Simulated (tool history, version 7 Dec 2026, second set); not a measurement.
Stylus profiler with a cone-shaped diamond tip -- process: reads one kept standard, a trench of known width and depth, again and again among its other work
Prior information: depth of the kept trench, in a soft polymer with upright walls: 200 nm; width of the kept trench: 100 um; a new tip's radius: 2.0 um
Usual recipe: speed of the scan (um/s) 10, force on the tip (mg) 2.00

run	day	speed of the scan (um/s)	force on the tip (mg)	depth of the trench (Å)	width of the trench's floor (um)
1	0.000	10	2.00	2008.4	97.94
2	3.417	10	2.00	2008.6	97.90
3	7.733	10	2.00	2009.1	97.82
4	9.712	10	2.00	2008.5	97.82
5	14.554	10	2.72	2008.7	97.72
6	17.012	39	2.00	2007.9	97.57
7	21.846	39	2.00	2006.2	97.50
8	23.879	39	1.46	2004.9	97.47
9	28.558	10	2.00	2006.2	97.55
10	30.592	10	2.00	2006.5	97.59
11	35.196	10	2.00	2006.0	97.50
12	37.450	10	2.00	2006.8	97.48
13	42.079	10	2.00	2006.4	97.42
14	45.958	10	2.00	2005.6	97.39
15	48.692	10	2.00	2006.2	97.37
16	52.758	11	2.00	2004.9	97.32
17	55.275	11	2.00	2004.5	97.28
18	57.300	11	2.00	2004.9	97.27
19	60.092	10	2.00	2005.4	97.16
20	62.088	10	2.00	2003.9	97.25
21	66.354	10	2.00	2005.3	97.20
# day 66.879: new tip fitted, height scale calibrated
22	69.483	10	2.00	2009.5	98.18
23	71.979	10	5.10	2017.9	98.14
24	74.496	10	5.10	2018.1	98.10
25	79.188	10	5.10	2018.0	98.04
26	81.633	14	0.85	2004.2	97.91
27	85.400	15	1.08	2005.2	97.87
28	90.254	15	1.08	2004.9	97.79
29	93.412	10	4.40	2015.2	97.88
30	95.692	10	4.40	2015.5	97.80
31	98.442	5	5.18	2017.5	97.81
# day 98.917: height scale calibrated on a step standard
32	101.688	8	3.60	2011.5	97.68
33	103.983	19	3.24	2010.8	97.68
34	108.096	39	4.95	2014.9	97.62
35	112.525	39	4.95	2014.1	97.55
36	115.642	2	4.15	2012.9	97.54
37	118.862	3	0.90	2001.8	97.57
# day 120.529: height scale calibrated on a step standard, once more
38	122.075	3	0.90	2005.9	97.48
39	124.238	27	2.61	2012.6	97.40
40	128.079	27	2.61	2012.9	97.37
41	132.725	24	0.92	2005.5	97.26
42	135.575	10	1.85	2008.8	97.34
43	139.708	10	1.85	2007.4	97.23
44	143.600	10	1.85	2009.2	97.26
45	148.417	10	1.85	2010.1	97.16

Results for each run, recomputed without the tool's hidden state and with each run's random variation untouched:
Hidden state present: radius of the tip, um; height scale over the true one, %; drift of the gauge itself on depth_nm, %; drift of the gauge itself on floor_um, %.
run	depth of the trench (Å)	width of the trench's floor (um)
1	2009.6	98.23
2	2010.0	98.24
3	2010.7	98.22
4	2010.2	98.25
5	2010.7	98.21
6	2010.0	98.09
7	2008.5	98.08
8	2007.3	98.07
9	2008.8	98.21
10	2009.2	98.27
11	2008.9	98.23
12	2009.9	98.23
13	2009.7	98.23
14	2009.1	98.24
15	2009.8	98.25
16	2008.7	98.25
17	2008.5	98.24
18	2008.9	98.24
19	2009.6	98.16
20	2008.2	98.26
21	2009.8	98.25
22	2009.3	98.24
23	2017.9	98.23
24	2018.2	98.23
25	2018.4	98.25
26	2004.7	98.15
27	2005.8	98.15
28	2005.8	98.14
29	2016.2	98.27
30	2016.7	98.22
31	2018.8	98.27
32	2013.6	98.18
33	2012.9	98.20
34	2017.3	98.19
35	2016.8	98.18
36	2015.7	98.20
37	2004.7	98.27
38	2005.3	98.21
39	2012.1	98.16
40	2012.6	98.17
41	2005.4	98.11
42	2008.9	98.21
43	2007.7	98.15
44	2009.6	98.22
45	2010.8	98.17
